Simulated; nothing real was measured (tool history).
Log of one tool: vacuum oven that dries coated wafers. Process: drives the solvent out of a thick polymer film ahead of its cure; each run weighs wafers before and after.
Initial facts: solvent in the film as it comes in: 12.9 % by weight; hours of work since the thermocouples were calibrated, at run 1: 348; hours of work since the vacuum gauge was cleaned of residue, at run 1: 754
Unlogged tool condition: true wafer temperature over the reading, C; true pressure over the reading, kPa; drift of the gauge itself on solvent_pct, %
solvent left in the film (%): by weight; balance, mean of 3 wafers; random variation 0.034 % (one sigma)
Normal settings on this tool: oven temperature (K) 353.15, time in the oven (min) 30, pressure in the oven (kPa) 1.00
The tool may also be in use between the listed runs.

run,hour,oven temperature (K),time in the oven (min),pressure in the oven (kPa),hours of work since the thermocouples were calibrated,hours of work since the vacuum gauge was cleaned of residue,solvent left in the film (%)
1,0.0,353.15,30,1.00,348,754,1.73
2,43.5,353.15,30,1.00,367,773,1.78
3,88.0,347.15,30,1.00,386,792,2.89
4,132.5,347.15,30,1.14,405,811,2.83
5,169.5,347.15,30,1.14,421,826,2.84
6,195.1,347.15,30,1.14,432,837,2.84
7,225.9,347.15,30,1.14,445,851,2.93
8,246.1,347.15,21,2.63,453,859,4.65
9,266.8,340.15,47,2.56,462,868,3.56
10,308.4,340.15,47,0.67,480,886,2.51
11,334.5,352.15,30,2.18,491,897,2.36
12,361.1,355.15,30,1.25,503,908,1.58
13,403.3,361.15,24,1.48,521,927,1.35
14,423.9,367.15,25,1.00,530,935,0.63

Branching from run 14: 5 alternative next runs. What would each branch give?
A,466.6,367.15,17,3.97,548,954,?
B,466.6,367.15,25,1.75,548,954,?
C,466.6,350.15,33,2.27,548,954,?
D,466.6,360.15,36,1.00,548,954,?
E,466.6,353.15,54,1.00,548,954,?

run,solvent left in the film (%)
A,1.94
B,0.77
C,2.46
D,0.62
E,0.69
Had the tool no hidden state, the same runs would have come out as:
run,solvent left in the film (%)
A,1.94
B,0.77
C,2.46
D,0.62
E,0.69
